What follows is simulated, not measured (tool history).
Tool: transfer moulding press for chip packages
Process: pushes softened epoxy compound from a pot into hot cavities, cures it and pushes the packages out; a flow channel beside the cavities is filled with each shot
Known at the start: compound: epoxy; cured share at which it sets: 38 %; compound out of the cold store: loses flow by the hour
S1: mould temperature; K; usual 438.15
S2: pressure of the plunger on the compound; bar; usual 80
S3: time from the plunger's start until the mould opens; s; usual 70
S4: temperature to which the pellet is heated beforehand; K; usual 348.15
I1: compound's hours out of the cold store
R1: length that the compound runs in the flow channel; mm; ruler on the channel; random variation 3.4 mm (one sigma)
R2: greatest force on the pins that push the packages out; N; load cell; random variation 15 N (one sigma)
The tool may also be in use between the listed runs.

run	hour	S1	S2	S3	S4	I1	R1	R2
1	0	438.15	80	70	348.15	30.6	552	706
2	6.9	438.15	80	70	348.15	27.7	561	763
3	13.2	438.15	80	70	348.15	29.6	553	787
4	19.6	438.15	80	70	348.15	27.1	560	853
5	27.8	438.15	80	70	348.15	41.4	515	841
6	32.5	438.15	80	70	348.15	47.6	495	812
# hour 35.6: cavities cleaned with cleaning compound and waxed
7	38.4	438.15	80	101	348.15	38.4	527	637
8	42.2	438.15	80	101	348.15	21.6	582	663
9	48.8	438.15	80	101	348.15	10.9	611	643
10	53.5	438.15	80	70	338.15	28.9	557	1020
# hour 60.1: cavities cleaned with cleaning compound and waxed, once more
11	61	438.15	80	80	355.15	12.1	616	521
12	69.6	438.15	99.4	80	344.15	25.1	625	586
13	73.9	441.15	99.2	83	352.15	47.5	553	486
14	82.6	432.15	99.2	57	352.15	43.9	577	1817
15	88.1	432.15	99.2	57	352.15	8.6	709	2242
16	97.3	439.15	99.2	57	340.15	42.7	569	1284
# hour 104: cavities cleaned with cleaning compound and waxed
17	105.7	438.15	80	106	351.15	9.9	614	429
18	111.2	438.15	80	106	351.15	8.6	613	470
19	118.8	433.15	80	106	353.15	20.8	590	529

Some steps in R1 between neighbouring runs. How much of each would the tool show without its hidden state too (settings, what came in, random variation), and how much is left for the hidden state, with any gauge scatter that isn't in both results?
The hidden state here: true mould temperature over the reading, C; pressure that reaches the compound, % of what is set; grip of the stained cavities, % over clean ones'; drift of the gauge itself on flow_mm, %; drift of the gauge itself on push_out_n, %.
Run 14 -> 15: no setting changed, nothing entered. R1 +132 mm: hidden state -5, all else +137.
Run 15 -> 16: S1 432.15 -> 439.15, S4 352.15 -> 340.15. R1 -140 mm: hidden state +4, all else -144.
